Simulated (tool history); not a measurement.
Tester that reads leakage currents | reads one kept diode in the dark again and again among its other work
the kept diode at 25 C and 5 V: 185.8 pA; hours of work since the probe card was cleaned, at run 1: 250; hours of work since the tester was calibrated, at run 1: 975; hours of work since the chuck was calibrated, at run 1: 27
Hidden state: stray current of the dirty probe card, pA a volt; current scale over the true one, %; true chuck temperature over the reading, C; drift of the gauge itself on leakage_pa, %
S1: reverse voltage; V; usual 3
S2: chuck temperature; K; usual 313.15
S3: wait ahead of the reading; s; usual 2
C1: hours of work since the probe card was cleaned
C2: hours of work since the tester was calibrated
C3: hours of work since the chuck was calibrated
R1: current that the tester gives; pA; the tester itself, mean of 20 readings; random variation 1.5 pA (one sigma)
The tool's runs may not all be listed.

run 1 hour=0 | S1=3 S2=313.15 S3=2 | C1=250 C2=975 C3=27 | R1=482.89
run 2 hour=32.9 | S1=3 S2=313.15 S3=2 | C1=268 C2=993 C3=45 | R1=484.24
run 3 hour=51.8 | S1=3 S2=313.15 S3=2 | C1=279 C2=1004 C3=56 | R1=483.85
run 4 hour=83.9 | S1=3 S2=313.15 S3=2 | C1=297 C2=1022 C3=74 | R1=482.49
run 5 hour=111.9 | S1=3 S2=313.15 S3=0.51 | C1=313 C2=1037 C3=90 | R1=480.24
run 6 hour=142.8 | S1=3 S2=313.15 S3=0.51 | C1=330 C2=1055 C3=107 | R1=479.13
run 7 hour=177.3 | S1=3 S2=313.15 S3=0.51 | C1=349 C2=1074 C3=126 | R1=478.54
run 8 hour=210.4 | S1=3 S2=313.15 S3=2 | C1=368 C2=1092 C3=145 | R1=473.09
run 9 hour=228 | S1=3 S2=313.15 S3=2 | C1=378 C2=1102 C3=155 | R1=471.78
run 10 hour=259.5 | S1=3 S2=322.15 S3=2 | C1=395 C2=1120 C3=172 | R1=925.93
run 11 hour=290.2 | S1=3 S2=322.15 S3=2 | C1=413 C2=1137 C3=190 | R1=919.57
run 12 hour=318.5 | S1=3 S2=313.15 S3=2 | C1=428 C2=1153 C3=205 | R1=470.34
run 13 hour=352.6 | S1=18.14 S2=313.15 S3=2 | C1=447 C2=1172 C3=224 | R1=1122.61
run 14 hour=369.7 | S1=18.14 S2=313.15 S3=1.62 | C1=457 C2=1182 C3=234 | R1=1116.38
run 15 hour=387.7 | S1=18.14 S2=313.15 S3=1.66 | C1=467 C2=1192 C3=244 | R1=1116.15
run 16 hour=410.6 | S1=18.14 S2=313.15 S3=1.66 | C1=480 C2=1205 C3=257 | R1=1114.52
run 17 hour=436.5 | S1=18.14 S2=313.15 S3=1.66 | C1=495 C2=1219 C3=272 | R1=1106.49
run 18 hour=471.8 | S1=18.14 S2=313.15 S3=1.66 | C1=514 C2=1239 C3=291 | R1=1108.92
run 19 hour=492.6 | S1=3 S2=313.15 S3=0.36 | C1=526 C2=1251 C3=303 | R1=464.76
run 20 hour=508.5 | S1=3 S2=313.15 S3=0.36 | C1=535 C2=1260 C3=312 | R1=461.83
run 21 hour=540.7 | S1=3 S2=299.15 S3=0.34 | C1=553 C2=1278 C3=330 | R1=152.16
run 22 hour=558.9 | S1=3 S2=299.15 S3=0.34 | C1=563 C2=1288 C3=340 | R1=153.19
run 23 hour=591.2 | S1=14.12 S2=322.15 S3=0.86 | C1=581 C2=1306 C3=358 | R1=1888.28
run 24 hour=607.4 | S1=14.12 S2=322.15 S3=0.86 | C1=590 C2=1315 C3=367 | R1=1895.74
run 25 hour=635 | S1=4.28 S2=322.15 S3=0.86 | C1=606 C2=1330 C3=383 | R1=1060.47
run 26 hour=668.6 | S1=4.28 S2=322.15 S3=0.86 | C1=625 C2=1349 C3=402 | R1=1058.19
run 27 hour=685.5 | S1=4.28 S2=322.15 S3=0.86 | C1=634 C2=1359 C3=411 | R1=1054.71
run 28 hour=717.8 | S1=15.43 S2=310.15 S3=2 | C1=652 C2=1377 C3=429 | R1=792.83
run 29 hour=743.8 | S1=1.42 S2=313.15 S3=3.75 | C1=667 C2=1391 C3=444 | R1=315.89
run 30 hour=766.3 | S1=2.7 S2=313.15 S3=4.08 | C1=679 C2=1404 C3=456 | R1=428.58
run 31 hour=799.6 | S1=2.7 S2=313.15 S3=4.08 | C1=698 C2=1423 C3=475 | R1=428.43
run 32 hour=829 | S1=2.7 S2=313.15 S3=4.08 | C1=714 C2=1439 C3=491 | R1=427.42
run 33 hour=846.9 | S1=19.53 S2=299.15 S3=4.08 | C1=724 C2=1449 C3=501 | R1=367.24
run 34 hour=878 | S1=19.53 S2=299.15 S3=2.81 | C1=742 C2=1467 C3=519 | R1=368.02
run 35 hour=892.6 | S1=19.53 S2=299.15 S3=2.81 | C1=750 C2=1475 C3=527 | R1=368.45
run 36 hour=910.1 | S1=1.45 S2=331.15 S3=3.18 | C1=760 C2=1485 C3=537 | R1=1160.06
run 37 hour=931.9 | S1=7.58 S2=309.15 S3=1.29 | C1=772 C2=1497 C3=549 | R1=511.98
run 38 hour=952.3 | S1=11.14 S2=294.15 S3=0.36 | C1=784 C2=1508 C3=561 | R1=190.58
run 39 hour=981.5 | S1=1.93 S2=313.15 S3=4.83 | C1=800 C2=1525 C3=577 | R1=356.34
run 40 hour=1001.8 | S1=1.58 S2=313.15 S3=1.41 | C1=811 C2=1536 C3=588 | R1=323.19

Forecast each of these 3 alternatives for the next run:
run A hour=1032.9 | S1=3 S2=330.15 S3=1.69 | C1=829 C2=1553 C3=606 | R1=?
run B hour=1032.9 | S1=1.58 S2=313.15 S3=1.19 | C1=829 C2=1553 C3=606 | R1=?
run C hour=1032.9 | S1=2.84 S2=301.15 S3=0.34 | C1=829 C2=1553 C3=606 | R1=?

run=A R1=1516.96
run=B R1=320.77
run=C R1=166.1
Without the tool's hidden state the same runs would have given:
run=A R1=1663.42
run=B R1=355.36
run=C R1=183.76
